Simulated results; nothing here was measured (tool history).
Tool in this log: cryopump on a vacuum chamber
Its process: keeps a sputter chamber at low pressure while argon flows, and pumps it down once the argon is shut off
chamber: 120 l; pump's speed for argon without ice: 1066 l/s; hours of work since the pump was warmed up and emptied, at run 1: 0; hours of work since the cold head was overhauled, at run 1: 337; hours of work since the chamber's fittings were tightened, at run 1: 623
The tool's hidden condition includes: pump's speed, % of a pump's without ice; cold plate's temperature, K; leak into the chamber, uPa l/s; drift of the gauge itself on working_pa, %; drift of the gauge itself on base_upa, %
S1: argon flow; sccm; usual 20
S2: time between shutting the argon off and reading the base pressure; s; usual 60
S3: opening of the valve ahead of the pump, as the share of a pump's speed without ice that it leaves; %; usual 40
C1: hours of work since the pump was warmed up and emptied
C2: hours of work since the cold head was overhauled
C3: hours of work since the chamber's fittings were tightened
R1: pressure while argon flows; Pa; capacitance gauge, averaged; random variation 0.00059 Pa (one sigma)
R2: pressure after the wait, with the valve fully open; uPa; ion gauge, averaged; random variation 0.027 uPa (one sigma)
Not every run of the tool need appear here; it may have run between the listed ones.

| run | hour | S1 | S2 | S3 | C1 | C2 | C3 | R1 | R2 |
|---|---|---|---|---|---|---|---|---|---|
| 1 | 0.0 | 20 | 60 | 40 | 0 | 337 | 623 | 0.0788 | 1.35 |
| 2 | 15.8 | 20 | 60 | 16 | 13 | 350 | 636 | 0.1977 | 1.42 |
| 3 | 30.5 | 20 | 60 | 16 | 25 | 362 | 648 | 0.1992 | 1.44 |
| 4 | 38.3 | 20 | 20 | 40 | 31 | 368 | 654 | 0.0804 | 3.14 |
| 5 | 47.5 | 20 | 20 | 40 | 38 | 376 | 662 | 0.0797 | 3.13 |
| 6 | 59.4 | 20 | 20 | 40 | 48 | 385 | 671 | 0.0804 | 3.21 |
| 7 | 73.4 | 20 | 20 | 40 | 59 | 397 | 682 | 0.0805 | 3.19 |
| 8 | 81.7 | 20 | 20 | 40 | 66 | 403 | 689 | 0.0811 | 3.24 |
| 9 | 94.4 | 20 | 36 | 40 | 76 | 414 | 699 | 0.0807 | 2.03 |
| 10 | 108.8 | 20 | 36 | 40 | 88 | 425 | 711 | 0.0812 | 2.03 |
| 11 | 116.6 | 20 | 142 | 40 | 94 | 431 | 717 | 0.0823 | 0.92 |
| 12 | 132.3 | 20 | 142 | 40 | 107 | 444 | 730 | 0.0822 | 0.92 |
| 13 | 140.0 | 20 | 142 | 40 | 113 | 450 | 736 | 0.0826 | 0.97 |
| 14 | 148.2 | 20 | 60 | 55 | 120 | 457 | 743 | 0.0612 | 1.46 |
| 15 | 163.4 | 17 | 60 | 40 | 132 | 469 | 755 | 0.0707 | 1.51 |
| 16 | 173.1 | 20 | 20 | 28 | 140 | 477 | 763 | 0.1180 | 3.35 |
| 17 | 180.6 | 20 | 20 | 28 | 146 | 483 | 769 | 0.1180 | 3.24 |
| 18 | 191.7 | 11 | 60 | 44 | 155 | 492 | 778 | 0.0418 | 1.49 |
| 19 | 206.5 | 11 | 60 | 44 | 167 | 504 | 790 | 0.0430 | 1.56 |
| 20 | 221.1 | 16 | 103 | 17 | 179 | 516 | 802 | 0.1541 | 1.20 |
| 21 | 235.5 | 16 | 31 | 17 | 190 | 528 | 813 | 0.1535 | 2.39 |
| 22 | 251.6 | 18 | 87 | 55 | 203 | 541 | 826 | 0.0578 | 1.27 |
| 23 | 265.8 | 18 | 87 | 55 | 215 | 552 | 838 | 0.0586 | 1.30 |
| 24 | 277.7 | 16 | 67 | 55 | 224 | 562 | 848 | 0.0518 | 1.52 |
| 25 | 284.5 | 16 | 67 | 55 | 230 | 567 | 853 | 0.0530 | 1.52 |
| 26 | 300.8 | 10 | 93 | 23 | 243 | 580 | 866 | 0.0737 | 1.32 |
| 27 | 312.8 | 20 | 150 | 40 | 253 | 590 | 876 | 0.0880 | 1.12 |
| 28 | 321.5 | 9 | 289 | 40 | 260 | 597 | 883 | 0.0400 | 0.89 |

Each row is a separate what-if for the run after 28, all from the same tool condition, not one after another. Results?
| A | 330.3 | 20 | 60 | 31 | 267 | 604 | 890 | ? | ? |
| B | 330.3 | 32 | 60 | 40 | 267 | 604 | 890 | ? | ? |
| C | 330.3 | 22 | 24 | 40 | 267 | 604 | 890 | ? | ? |
| D | 330.3 | 20 | 60 | 17 | 267 | 604 | 890 | ? | ? |

| run | R1 | R2 |
|---|---|---|
| A | 0.1112 | 1.70 |
| B | 0.1408 | 1.69 |
| C | 0.0979 | 3.07 |
| D | 0.1967 | 1.69 |
Stripped of hidden state, with their random variation kept, the same runs would have yielded:
| run | R1 | R2 |
|---|---|---|
| A | 0.1021 | 1.21 |
| B | 0.1262 | 1.20 |
| C | 0.0878 | 2.58 |
| D | 0.1874 | 1.21 |

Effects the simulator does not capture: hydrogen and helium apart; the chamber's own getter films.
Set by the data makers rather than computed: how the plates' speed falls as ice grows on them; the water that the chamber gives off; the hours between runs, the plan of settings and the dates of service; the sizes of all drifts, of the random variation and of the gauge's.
